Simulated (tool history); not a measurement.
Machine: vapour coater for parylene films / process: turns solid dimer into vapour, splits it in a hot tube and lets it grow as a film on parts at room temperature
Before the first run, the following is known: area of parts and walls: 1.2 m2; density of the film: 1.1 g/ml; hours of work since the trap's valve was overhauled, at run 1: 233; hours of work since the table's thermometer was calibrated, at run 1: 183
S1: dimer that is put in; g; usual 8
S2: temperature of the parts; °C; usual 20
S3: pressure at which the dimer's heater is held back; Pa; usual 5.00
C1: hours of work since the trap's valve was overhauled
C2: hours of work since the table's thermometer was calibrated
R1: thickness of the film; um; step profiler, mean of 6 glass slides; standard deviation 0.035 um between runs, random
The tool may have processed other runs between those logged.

run 1 hour=0.0 | S1=8 S2=20 S3=5.00 | C1=233 C2=183 | R1=3.19
run 2 hour=41.5 | S1=8 S2=20 S3=5.60 | C1=262 C2=213 | R1=3.06
-- hour=61.4 trap's valve overhauled
run 3 hour=91.6 | S1=8 S2=20 S3=5.00 | C1=21 C2=245 | R1=3.00
run 4 hour=136.8 | S1=8 S2=20 S3=5.00 | C1=53 C2=277 | R1=3.03
run 5 hour=205.3 | S1=8 S2=16 S3=5.00 | C1=101 C2=325 | R1=3.08
run 6 hour=247.3 | S1=8 S2=16 S3=5.00 | C1=131 C2=355 | R1=3.05
run 7 hour=314.3 | S1=8 S2=16 S3=5.00 | C1=178 C2=402 | R1=2.91
run 8 hour=380.3 | S1=8 S2=16 S3=5.00 | C1=224 C2=448 | R1=2.82
-- hour=414.2 trap's valve overhauled, once more
run 9 hour=421.6 | S1=4 S2=16 S3=5.00 | C1=5 C2=474 | R1=1.91
run 10 hour=452.8 | S1=8 S2=20 S3=5.00 | C1=27 C2=496 | R1=3.48
run 11 hour=519.7 | S1=8 S2=12 S3=10.11 | C1=74 C2=543 | R1=3.55
run 12 hour=578.2 | S1=8 S2=12 S3=10.11 | C1=115 C2=585 | R1=3.47

For run 13, what comes out?
run 13 hour=635.2 | S1=8 S2=12 S3=3.71 | C1=156 C2=625 | R1=?

R1: 3.96 um
Minus the tool's unlogged condition, the same run would have read R1 4.34 um.

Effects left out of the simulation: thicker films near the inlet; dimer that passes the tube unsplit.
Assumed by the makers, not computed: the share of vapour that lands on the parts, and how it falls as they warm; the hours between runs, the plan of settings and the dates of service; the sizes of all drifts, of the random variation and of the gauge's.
